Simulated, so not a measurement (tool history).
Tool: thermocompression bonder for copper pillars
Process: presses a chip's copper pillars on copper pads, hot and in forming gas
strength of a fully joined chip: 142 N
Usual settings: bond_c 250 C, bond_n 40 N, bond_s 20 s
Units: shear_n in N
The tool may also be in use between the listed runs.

| run | hour | bond_c | bond_n | bond_s | shear_n |
|---|---|---|---|---|---|
| 1 | 0 | 250 | 40 | 20 | 92.8 |
| 2 | 18 | 250 | 40 | 20 | 93.9 |
| 3 | 32.6 | 250 | 40 | 20 | 95 |
| 4 | 49.8 | 250 | 40 | 20 | 94.9 |
| 5 | 63.3 | 250 | 40 | 25 | 99.9 |
| 6 | 81.1 | 250 | 40 | 25 | 99.8 |
| 7 | 102.5 | 250 | 40 | 25 | 100.4 |
| 8 | 122.5 | 250 | 40 | 25 | 100.4 |
| 9 | 131.7 | 250 | 40 | 20 | 93.8 |
| 10 | 143.8 | 250 | 40 | 20 | 92.8 |
| 11 | 162.6 | 250 | 40 | 20 | 93.2 |
| 12 | 175.7 | 250 | 40 | 24 | 98.4 |
| 13 | 195.8 | 250 | 52 | 20 | 99.5 |
| 14 | 214 | 250 | 52 | 20 | 101.5 |
| 15 | 231 | 250 | 52 | 26 | 105.2 |
| 16 | 248.5 | 250 | 40 | 20 | 93.1 |
| 17 | 270 | 250 | 40 | 20 | 93.5 |
| 18 | 279.6 | 250 | 40 | 20 | 91.7 |
| 19 | 294.3 | 252 | 40 | 20 | 94.7 |

Forecast run 20:
|  | 300.2 | forming gas filter changed |
| 20 | 315.2 | 250 | 40 | 20 | ? |

Run 20 gave shear_n 98.9 N.
Without the tool's hidden state the same run would have given shear_n 91.9 N.
